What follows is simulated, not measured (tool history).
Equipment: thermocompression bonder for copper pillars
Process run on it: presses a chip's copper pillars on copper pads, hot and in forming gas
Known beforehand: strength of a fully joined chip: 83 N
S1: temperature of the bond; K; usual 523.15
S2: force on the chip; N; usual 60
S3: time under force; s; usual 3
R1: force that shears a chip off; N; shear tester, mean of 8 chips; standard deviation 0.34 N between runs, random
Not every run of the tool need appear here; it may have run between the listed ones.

run,day,S1,S2,S3,R1
1,0,523.15,60,3,35.7
2,0.296,523.15,60,3,35.9
3,0.662,523.15,84,3,45.7
4,1.179,523.15,60,3,35.1
5,1.496,523.15,60,3,35.2
6,1.875,523.15,60,3,35.7
7,2.308,523.15,60,2,30
8,2.8,523.15,60,2,29.5
9,3.321,523.15,60,2,29.7
10,3.696,523.15,60,2,30
11,4.067,523.15,37,8,34.3
12,4.308,523.15,82,6,54.1
13,4.783,542.15,47,6,44.6
14,5.267,537.15,57,4,42.7
15,5.554,530.15,37,2,20.6
16,5.983,507.15,60,7,39.5

Branching from run 16: 5 alternative next runs. What would each branch give?
A,6.55,507.15,39,7,?
B,6.55,499.15,60,3,?
C,6.55,494.15,80,2,?
D,6.55,507.15,57,7,?
E,6.55,507.15,86,7,?

run,R1
A,27.7
B,26.1
C,27
D,37.3
E,50
Had the tool no hidden state, the same runs would have come out as:
run,R1
A,30.1
B,28.3
C,29.3
D,40.3
E,53.5

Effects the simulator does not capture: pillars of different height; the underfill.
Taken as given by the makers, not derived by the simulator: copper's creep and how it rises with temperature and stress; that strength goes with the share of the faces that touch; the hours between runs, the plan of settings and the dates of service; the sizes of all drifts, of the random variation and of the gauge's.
